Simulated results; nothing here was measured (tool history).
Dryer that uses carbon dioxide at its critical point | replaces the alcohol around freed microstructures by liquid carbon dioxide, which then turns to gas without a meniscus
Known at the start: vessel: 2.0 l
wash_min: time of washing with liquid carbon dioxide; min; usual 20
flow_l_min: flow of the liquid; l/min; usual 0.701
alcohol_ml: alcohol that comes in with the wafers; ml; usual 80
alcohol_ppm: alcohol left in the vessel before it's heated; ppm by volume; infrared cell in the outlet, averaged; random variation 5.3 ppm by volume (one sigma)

run,hour,wash_min,flow_l_min,alcohol_ml,alcohol_ppm
1,0,20,0.701,80,177
2,9.9,20,0.701,80,193
3,29.7,20,0.701,104,226
4,49.8,20,0.701,80,187
5,68.2,20,0.701,80,189
6,78.9,20,0.701,80,203
7,90.3,20,0.701,80,199
8,101.6,16,0.701,80,490
9,117.8,16,0.701,80,504
10,132.5,20,0.701,80,217
11,141.6,13,0.701,80,1112
12,160,13,0.701,80,1118
13,168.3,13,0.701,47,696
14,183.7,12,0.701,47,887
15,198.9,20,0.701,80,230
16,219.1,20,0.701,80,237
# hour 226: inlet filter changed
17,239.2,20,0.701,80,187
18,258.6,20,0.701,80,204
19,274.5,20,0.701,80,192
20,283.7,20,0.701,80,197
21,294.3,20,0.701,80,209
22,307.2,20,0.701,21,122
23,319.1,20,0.701,25,129
24,339.4,20,0.91,24,90
25,355.9,20,0.91,24,97
26,366.9,15,0.48,110,2984
27,386.7,17,0.425,80,2152
28,399.3,17,0.425,80,2137
29,419.7,17,0.425,80,2226
30,430.5,26,0.701,24,107
31,449.2,26,1.021,26,108
32,469.4,13,0.79,23,287
33,481.3,15,0.701,46,441
34,497.4,15,0.701,46,454
35,514.6,26,1.006,23,120
36,528.6,26,1.006,23,116
37,541,26,1.006,23,114
38,551.5,13,0.596,39,996

Run 39 comes next. What will it give?
39,571.2,13,0.596,39,?

alcohol_ppm: 1017 ppm by volume
Without the tool's hidden state the same run would have given alcohol_ppm 741 ppm by volume.

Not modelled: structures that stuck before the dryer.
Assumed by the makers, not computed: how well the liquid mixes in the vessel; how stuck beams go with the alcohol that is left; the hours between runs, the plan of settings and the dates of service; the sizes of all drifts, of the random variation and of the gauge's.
